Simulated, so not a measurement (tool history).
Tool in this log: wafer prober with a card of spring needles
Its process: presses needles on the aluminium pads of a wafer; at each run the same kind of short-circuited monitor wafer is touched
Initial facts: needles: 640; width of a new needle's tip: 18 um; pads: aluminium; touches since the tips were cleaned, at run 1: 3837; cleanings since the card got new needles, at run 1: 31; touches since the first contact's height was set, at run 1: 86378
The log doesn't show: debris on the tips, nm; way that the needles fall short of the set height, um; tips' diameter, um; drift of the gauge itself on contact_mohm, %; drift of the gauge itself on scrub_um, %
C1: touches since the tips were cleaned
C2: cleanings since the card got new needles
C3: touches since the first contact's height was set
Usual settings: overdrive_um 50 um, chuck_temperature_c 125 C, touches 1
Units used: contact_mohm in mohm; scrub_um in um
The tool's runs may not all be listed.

run 1 hour=0 | overdrive_um=50 chuck_temperature_c=125 touches=1 | C1=3837 C2=31 C3=86378 | contact_mohm=190 scrub_um=6.35
-- hour=4.6 tips cleaned on abrasive film
run 2 hour=10.1 | overdrive_um=64 chuck_temperature_c=125 touches=1 | C1=2790 C2=32 C3=91402 | contact_mohm=187 scrub_um=8.13
-- hour=16 tips cleaned on abrasive film
run 3 hour=19.3 | overdrive_um=64 chuck_temperature_c=125 touches=1 | C1=1680 C2=33 C3=95966 | contact_mohm=182 scrub_um=8.14
run 4 hour=26.9 | overdrive_um=64 chuck_temperature_c=125 touches=1 | C1=5462 C2=33 C3=99748 | contact_mohm=183 scrub_um=8.14
-- hour=28.3 tips cleaned on abrasive film
run 5 hour=36.3 | overdrive_um=64 chuck_temperature_c=125 touches=1 | C1=4027 C2=34 C3=104436 | contact_mohm=185 scrub_um=8.13
-- hour=40.1 tips cleaned on abrasive film
run 6 hour=44.9 | overdrive_um=50 chuck_temperature_c=125 touches=1 | C1=2363 C2=35 C3=108665 | contact_mohm=188 scrub_um=6.38
-- hour=52.7 tips cleaned on abrasive film
run 7 hour=57.8 | overdrive_um=50 chuck_temperature_c=125 touches=1 | C1=2579 C2=36 C3=115127 | contact_mohm=190 scrub_um=6.35
-- hour=64.3 tips cleaned on abrasive film
run 8 hour=66 | overdrive_um=50 chuck_temperature_c=125 touches=1 | C1=840 C2=37 C3=119178 | contact_mohm=190 scrub_um=6.36
-- hour=76.1 tips cleaned on abrasive film
-- hour=76.4 height of the first contact set anew
run 9 hour=82.9 | overdrive_um=50 chuck_temperature_c=125 touches=1 | C1=3278 C2=38 C3=3278 | contact_mohm=189 scrub_um=6.35
-- hour=88.9 tips cleaned on abrasive film
run 10 hour=98.9 | overdrive_um=50 chuck_temperature_c=125 touches=3 | C1=5045 C2=39 C3=11248 | contact_mohm=189 scrub_um=6.37
-- hour=100.6 tips cleaned on abrasive film
run 11 hour=106.4 | overdrive_um=50 chuck_temperature_c=125 touches=3 | C1=2915 C2=40 C3=14924 | contact_mohm=189 scrub_um=6.36
-- hour=112 tips cleaned on abrasive film
run 12 hour=118.5 | overdrive_um=32 chuck_temperature_c=125 touches=3 | C1=3286 C2=41 C3=20965 | contact_mohm=197 scrub_um=4.09
-- hour=123.4 tips cleaned on abrasive film
run 13 hour=133.8 | overdrive_um=32 chuck_temperature_c=125 touches=3 | C1=5171 C2=42 C3=28552 | contact_mohm=195 scrub_um=4.06
-- hour=135.4 tips cleaned on abrasive film
-- hour=147.2 tips cleaned on abrasive film
run 14 hour=149 | overdrive_um=32 chuck_temperature_c=125 touches=3 | C1=902 C2=44 C3=36111 | contact_mohm=194 scrub_um=4.04
-- hour=159.4 tips cleaned on abrasive film
run 15 hour=165.2 | overdrive_um=32 chuck_temperature_c=125 touches=3 | C1=2912 C2=45 C3=44149 | contact_mohm=195 scrub_um=4.06
-- hour=170.6 tips cleaned on abrasive film
run 16 hour=176.4 | overdrive_um=50 chuck_temperature_c=27 touches=2 | C1=2877 C2=46 C3=49713 | contact_mohm=171 scrub_um=6.35
-- hour=182.1 tips cleaned on abrasive film
run 17 hour=191.2 | overdrive_um=34 chuck_temperature_c=77 touches=1 | C1=4565 C2=47 C3=57112 | contact_mohm=184 scrub_um=4.32
-- hour=193.9 tips cleaned on abrasive film
run 18 hour=201.8 | overdrive_um=58 chuck_temperature_c=125 touches=1 | C1=3952 C2=48 C3=62351 | contact_mohm=188 scrub_um=7.38
-- hour=206.3 tips cleaned on abrasive film
run 19 hour=210.9 | overdrive_um=32 chuck_temperature_c=71 touches=3 | C1=2302 C2=49 C3=66885 | contact_mohm=184 scrub_um=4.07
-- hour=218.3 tips cleaned on abrasive film
run 20 hour=218.5 | overdrive_um=32 chuck_temperature_c=71 touches=3 | C1=116 C2=50 C3=70631 | contact_mohm=184 scrub_um=4.07
run 21 hour=228.6 | overdrive_um=32 chuck_temperature_c=71 touches=3 | C1=5168 C2=50 C3=75683 | contact_mohm=189 scrub_um=4.07
-- hour=230 tips cleaned on abrasive film
-- hour=242.1 tips cleaned on abrasive film
run 22 hour=242.1 | overdrive_um=32 chuck_temperature_c=71 touches=3 | C1=0 C2=52 C3=82359 | contact_mohm=185 scrub_um=4.08
-- hour=253.8 tips cleaned on abrasive film
run 23 hour=257.3 | overdrive_um=32 chuck_temperature_c=31 touches=3 | C1=1757 C2=53 C3=89930 | contact_mohm=176 scrub_um=4.06
-- hour=265.4 tips cleaned on abrasive film
run 24 hour=267 | overdrive_um=32 chuck_temperature_c=31 touches=1 | C1=831 C2=54 C3=94777 | contact_mohm=177 scrub_um=4.09
-- hour=277.1 tips cleaned on abrasive film
run 25 hour=279.2 | overdrive_um=61 chuck_temperature_c=36 touches=2 | C1=1066 C2=55 C3=100812 | contact_mohm=171 scrub_um=7.76
run 26 hour=286.5 | overdrive_um=61 chuck_temperature_c=36 touches=2 | C1=4753 C2=55 C3=104499 | contact_mohm=170 scrub_um=7.77
-- hour=289.1 tips cleaned on abrasive film
run 27 hour=293.7 | overdrive_um=64 chuck_temperature_c=62 touches=2 | C1=2281 C2=56 C3=108037 | contact_mohm=176 scrub_um=8.13
-- hour=301.8 tips cleaned on abrasive film
run 28 hour=302.7 | overdrive_um=52 chuck_temperature_c=62 touches=2 | C1=486 C2=57 C3=112518 | contact_mohm=177 scrub_um=6.62
run 29 hour=310.3 | overdrive_um=52 chuck_temperature_c=62 touches=2 | C1=4301 C2=57 C3=116333 | contact_mohm=179 scrub_um=6.64

Each row is a separate what-if for the run after 29, all from the same tool condition, not one after another. Results?
-- hour=313.8 tips cleaned on abrasive film
-- hour=325.1 tips cleaned on abrasive film
run A hour=325.1 | overdrive_um=41 chuck_temperature_c=69 touches=2 | C1=0 C2=59 C3=123628 | contact_mohm=? scrub_um=?
-- hour=313.8 tips cleaned on abrasive film
-- hour=325.1 tips cleaned on abrasive film
run B hour=325.1 | overdrive_um=65 chuck_temperature_c=62 touches=1 | C1=0 C2=59 C3=123628 | contact_mohm=? scrub_um=?
-- hour=313.8 tips cleaned on abrasive film
-- hour=325.1 tips cleaned on abrasive film
run C hour=325.1 | overdrive_um=50 chuck_temperature_c=39 touches=1 | C1=0 C2=59 C3=123628 | contact_mohm=? scrub_um=?
-- hour=313.8 tips cleaned on abrasive film
-- hour=325.1 tips cleaned on abrasive film
run D hour=325.1 | overdrive_um=50 chuck_temperature_c=72 touches=1 | C1=0 C2=59 C3=123628 | contact_mohm=? scrub_um=?

run=A contact_mohm=179 scrub_um=5.22
run=B contact_mohm=177 scrub_um=8.26
run=C contact_mohm=175 scrub_um=6.36
run=D contact_mohm=182 scrub_um=6.34
Without the tool's unlogged condition, the same runs would have read:
run=A contact_mohm=179 scrub_um=5.22
run=B contact_mohm=176 scrub_um=8.26
run=C contact_mohm=175 scrub_um=6.36
run=D contact_mohm=182 scrub_um=6.34
